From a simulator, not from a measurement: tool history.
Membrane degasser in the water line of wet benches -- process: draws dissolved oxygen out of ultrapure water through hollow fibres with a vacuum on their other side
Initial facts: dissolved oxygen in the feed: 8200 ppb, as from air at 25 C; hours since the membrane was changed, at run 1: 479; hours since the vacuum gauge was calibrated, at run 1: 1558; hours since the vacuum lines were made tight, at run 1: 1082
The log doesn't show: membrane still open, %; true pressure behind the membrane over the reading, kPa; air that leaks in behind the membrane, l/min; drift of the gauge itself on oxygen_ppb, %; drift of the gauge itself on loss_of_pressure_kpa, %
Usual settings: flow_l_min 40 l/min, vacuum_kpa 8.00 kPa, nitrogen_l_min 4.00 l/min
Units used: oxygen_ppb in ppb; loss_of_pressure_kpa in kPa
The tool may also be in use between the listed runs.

run	hour	flow_l_min	vacuum_kpa	nitrogen_l_min	hours since the membrane was changed	hours since the vacuum gauge was calibrated	hours since the vacuum lines were made tight	oxygen_ppb	loss_of_pressure_kpa
1	0.0	40	8.00	4.00	479	1558	1082	116.6	68.61
2	37.8	40	8.00	4.00	517	1596	1119	116.5	68.50
3	56.9	40	8.00	10.48	536	1615	1139	48.3	68.46
4	77.2	40	8.00	10.48	557	1635	1159	48.2	68.62
5	97.0	40	8.00	6.08	577	1655	1179	79.7	68.78
6	134.6	40	8.00	6.08	614	1693	1216	79.6	68.51
7	173.1	40	8.00	6.08	653	1731	1255	79.3	68.52
8	206.4	40	8.00	4.00	686	1765	1288	117.2	68.73
# hour 211.1: vacuum gauge calibrated
9	251.1	40	8.00	4.00	730	40	1332	117.3	68.52
10	276.2	40	8.00	4.00	755	65	1357	117.4	68.74
11	297.9	40	8.93	4.00	777	87	1379	138.7	67.87
12	335.1	40	8.93	4.00	814	124	1416	138.8	68.88
13	361.3	40	8.93	4.00	840	150	1443	138.5	68.74
# hour 391.4: vacuum gauge calibrated, once more
14	391.4	40	8.93	4.00	870	0	1472	137.3	68.58
15	420.8	40	13.21	7.06	899	29	1501	138.6	68.76
16	460.5	40	13.21	7.06	939	69	1541	138.5	68.62
17	480.0	40	7.26	7.06	958	89	1561	58.9	68.69
18	505.8	40	19.52	2.53	984	114	1586	556.8	69.07
19	533.6	40	4.95	4.00	1012	142	1614	44.7	69.38
20	557.7	48	6.38	4.12	1036	166	1638	94.5	82.89
21	588.2	62	5.03	5.74	1067	197	1669	72.2	106.17
22	614.4	40	8.00	8.92	1093	223	1695	55.9	69.04
23	654.2	40	8.00	8.92	1133	263	1735	55.8	68.59
24	673.9	40	8.00	8.92	1152	283	1755	55.7	68.99
25	697.0	40	12.53	2.89	1176	306	1778	292.1	68.90
26	731.3	58	5.78	10.10	1210	340	1812	55.5	99.89
27	757.9	58	5.78	10.10	1236	366	1839	55.1	99.75
28	800.3	58	5.78	10.39	1279	409	1881	54.4	99.72

3 ways to go on from here, each from the tool as it stands after run 28. What would each give?
A	830.5	58	4.89	10.39	1309	439	1911	?	?
B	830.5	64	14.63	10.39	1309	439	1911	?	?
C	830.5	60	18.98	6.23	1309	439	1911	?	?

run	oxygen_ppb	loss_of_pressure_kpa
A	42.4	99.53
B	196.3	109.75
C	366.8	103.60
Without the tool's hidden state the same runs would have given:
run	oxygen_ppb	loss_of_pressure_kpa
A	40.7	98.62
B	194.0	108.74
C	364.2	102.65
